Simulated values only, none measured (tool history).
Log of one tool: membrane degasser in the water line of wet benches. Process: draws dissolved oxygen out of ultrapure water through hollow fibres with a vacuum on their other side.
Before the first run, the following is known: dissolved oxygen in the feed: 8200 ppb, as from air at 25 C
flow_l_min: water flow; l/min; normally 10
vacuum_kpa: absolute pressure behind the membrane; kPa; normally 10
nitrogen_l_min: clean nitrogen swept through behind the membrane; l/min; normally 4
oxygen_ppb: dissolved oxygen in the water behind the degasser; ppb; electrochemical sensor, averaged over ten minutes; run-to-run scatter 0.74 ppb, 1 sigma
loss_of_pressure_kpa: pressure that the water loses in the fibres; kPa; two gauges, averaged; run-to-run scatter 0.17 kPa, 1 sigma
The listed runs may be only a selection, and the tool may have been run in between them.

run	hour	flow_l_min	vacuum_kpa	nitrogen_l_min	oxygen_ppb	loss_of_pressure_kpa
1	0	10	10	4	69.9	27.36
2	25.3	15	10	4	138	40.96
3	51.2	15	10	4	139	41.1
4	102.2	10	11.3	4	76	27.44
5	137	10	11.3	4	75.9	27.5
6	161.3	10	11.3	4	75.8	27.54
7	187.3	10	11.3	4	76.5	27.46
8	226.6	10	10	4	68	27.47
9	267.5	10	10	4	69.8	27.42
10	306.6	11	10	4	82.3	30.24
11	338.4	11	10	4	81.4	30.21
12	373.9	11	10	4	82.3	30.05
# hour 379: vacuum gauge calibrated
13	427	10	14.5	4	98.2	27.66
14	460.5	10	14.5	4	98.8	27.37
15	497.4	10	14.5	4	96.4	27.48
16	539.3	10	10	4	71.8	27.78
17	572.6	16	23.7	4	287.5	43.9
18	606	10	20	5.16	108.3	27.55
19	636.8	10	20.4	5.16	109.2	27.49
20	659.6	10	20.4	5.16	110.8	27.47
21	689.8	10	20.4	5.16	110	27.75
# hour 706.9: vacuum gauge calibrated, once more
22	738	14	20.1	3.1	253.3	38.38
23	779.3	10	10	2.3	100.6	27.44
24	815.1	10	10	6.44	54.3	27.56
25	838.3	10	10	6.44	54.8	27.5
26	867.3	10	10	6.44	53.9	27.39
27	892.8	7	14.3	7.25	36.1	19.24
28	931	7	8.4	7.25	22	19.26
29	985.2	16	7.2	4.17	130	44.49
30	1030.9	11	11.3	1.84	150.2	30.64
31	1067.3	14	11.8	1.84	223.9	38.69

The logged runs with the hidden state left out (each run's random variation unchanged):
Hidden state present: membrane still open, %; true pressure behind the membrane over the reading, kPa; air that leaks in behind the membrane, l/min; drift of the gauge itself on oxygen_ppb, %; drift of the gauge itself on loss_of_pressure_kpa, %.
run	oxygen_ppb	loss_of_pressure_kpa
1	68	27.09
2	134.1	40.56
3	135	40.69
4	74	27.16
5	73.8	27.21
6	73.7	27.24
7	74.4	27.17
8	65.9	27.16
9	67.6	27.1
10	79.5	29.89
11	78.6	29.84
12	79.4	29.68
13	95.3	27.31
14	95.8	27.02
15	93.4	27.12
16	68.9	27.41
17	280.6	43.31
18	105.2	27.17
19	106.1	27.1
20	107.6	27.08
21	106.8	27.36
22	247.7	37.81
23	97.6	27.03
24	51.8	27.14
25	52.2	27.07
26	51.3	26.96
27	34.8	18.93
28	20.8	18.94
29	122.9	43.77
30	145.9	30.12
31	217.4	38.03
